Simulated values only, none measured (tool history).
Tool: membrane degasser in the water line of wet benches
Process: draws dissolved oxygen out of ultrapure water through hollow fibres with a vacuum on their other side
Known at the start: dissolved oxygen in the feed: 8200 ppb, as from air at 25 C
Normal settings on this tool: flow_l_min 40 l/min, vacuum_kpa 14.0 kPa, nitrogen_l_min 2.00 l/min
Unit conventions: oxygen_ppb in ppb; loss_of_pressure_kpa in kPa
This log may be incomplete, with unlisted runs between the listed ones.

run	hour	flow_l_min	vacuum_kpa	nitrogen_l_min	oxygen_ppb	loss_of_pressure_kpa
1	0.0	40	14.0	2.00	481.7	63.65
2	75.5	40	14.0	2.00	479.9	63.99
3	215.6	40	14.0	2.00	481.7	64.00
4	291.2	40	14.0	2.00	480.0	64.03
5	374.1	40	26.9	2.00	974.0	64.08
6	448.5	35	26.9	2.00	866.4	55.82
7	586.0	35	26.9	2.00	869.2	56.17
8	697.6	35	26.9	2.00	865.8	56.21
9	771.6	35	26.9	2.00	868.1	55.99
10	885.7	32	14.0	2.00	391.1	51.29
11	1034.4	40	14.0	2.00	483.0	64.55
12	1177.6	40	14.0	2.00	480.8	64.38
13	1279.1	40	14.0	2.00	484.4	64.08
# hour 1398.2: seals of the vacuum lines changed
14	1428.2	40	14.0	2.00	482.3	64.75
15	1568.8	31	8.9	5.99	77.2	50.02
16	1652.0	40	13.6	2.93	338.6	64.69
17	1780.4	29	17.4	1.13	740.9	46.79
18	1846.7	29	10.7	1.13	411.5	46.85
19	1930.7	56	28.4	0.87	2340.0	90.75
20	2063.6	27	28.4	0.87	1413.6	43.78
21	2143.6	40	14.0	0.83	948.0	65.00
22	2270.3	36	14.0	0.83	870.0	58.34
23	2418.9	56	14.0	2.00	696.8	90.96
24	2529.4	56	14.0	1.17	998.1	90.81
25	2610.7	29	11.3	2.22	249.4	47.22
26	2730.7	29	13.8	1.07	591.0	47.43
27	2792.5	29	13.8	1.07	594.3	47.21
28	2910.6	29	13.8	1.07	591.7	47.27

Branching from run 28: 4 alternative next runs. What would each branch give?
A	3027.5	39	15.9	1.07	?	?
B	3027.5	51	29.9	1.18	?	?
C	3027.5	29	10.9	1.07	?	?
D	3027.5	61	18.4	1.26	?	?

run	oxygen_ppb	loss_of_pressure_kpa
A	890.3	63.64
B	1902.6	83.30
C	444.5	47.05
D	1354.1	99.78
With the hidden condition removed and each run's random variation left untouched, the same runs would have given:
run	oxygen_ppb	loss_of_pressure_kpa
A	870.2	60.55
B	1878.8	79.24
C	429.2	44.75
D	1318.2	94.91

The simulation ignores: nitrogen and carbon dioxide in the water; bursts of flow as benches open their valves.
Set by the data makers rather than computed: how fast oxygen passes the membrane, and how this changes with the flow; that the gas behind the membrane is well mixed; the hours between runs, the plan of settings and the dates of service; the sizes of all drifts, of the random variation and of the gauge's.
